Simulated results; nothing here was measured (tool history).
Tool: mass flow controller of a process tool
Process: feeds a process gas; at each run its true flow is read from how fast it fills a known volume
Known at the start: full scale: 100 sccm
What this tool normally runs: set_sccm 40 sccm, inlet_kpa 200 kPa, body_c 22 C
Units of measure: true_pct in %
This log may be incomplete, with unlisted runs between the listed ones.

run     day  set_sccm  inlet_kpa  body_c  true_pct
  1   0.000        40        200      22     98.06
  2   2.417        40        200      24     97.87
  3   4.621        40        200      24     97.82
  4   6.396        40        200      24     97.75
  5   9.471        40        200      24     97.80
  6  11.379        40        200      22     97.99
  7  15.500        40        200      22     97.82
  8  17.933        20        200      22     97.90
  9  21.204        20        200      22     97.84
 10  23.458        40        142      22     98.09
 11  27.542        14        250      38     97.02
 12  30.417        72        265      24     97.84
 13  33.042        49        164      34     97.21
 14  36.517        40        163      22     97.93
 15  40.150        40        179      22     97.74
 16  42.538        30        187      22     97.74
 17  46.142        30        239      22     97.47
 18  49.717        73        200      33     97.38
 19  53.696        73        200      33     97.46

Each row is a separate what-if for the run after 19, all from the same tool condition, not one after another. Results?
  A  56.608        73        200      22         ?
  B  56.608        25        272      25         ?
  C  56.608        73        200      32         ?

run  true_pct
  A     97.90
  B     97.03
  C     97.41
Without the tool's unlogged condition, the same runs would have read:
run  true_pct
  A     99.57
  B     98.14
  C     99.09
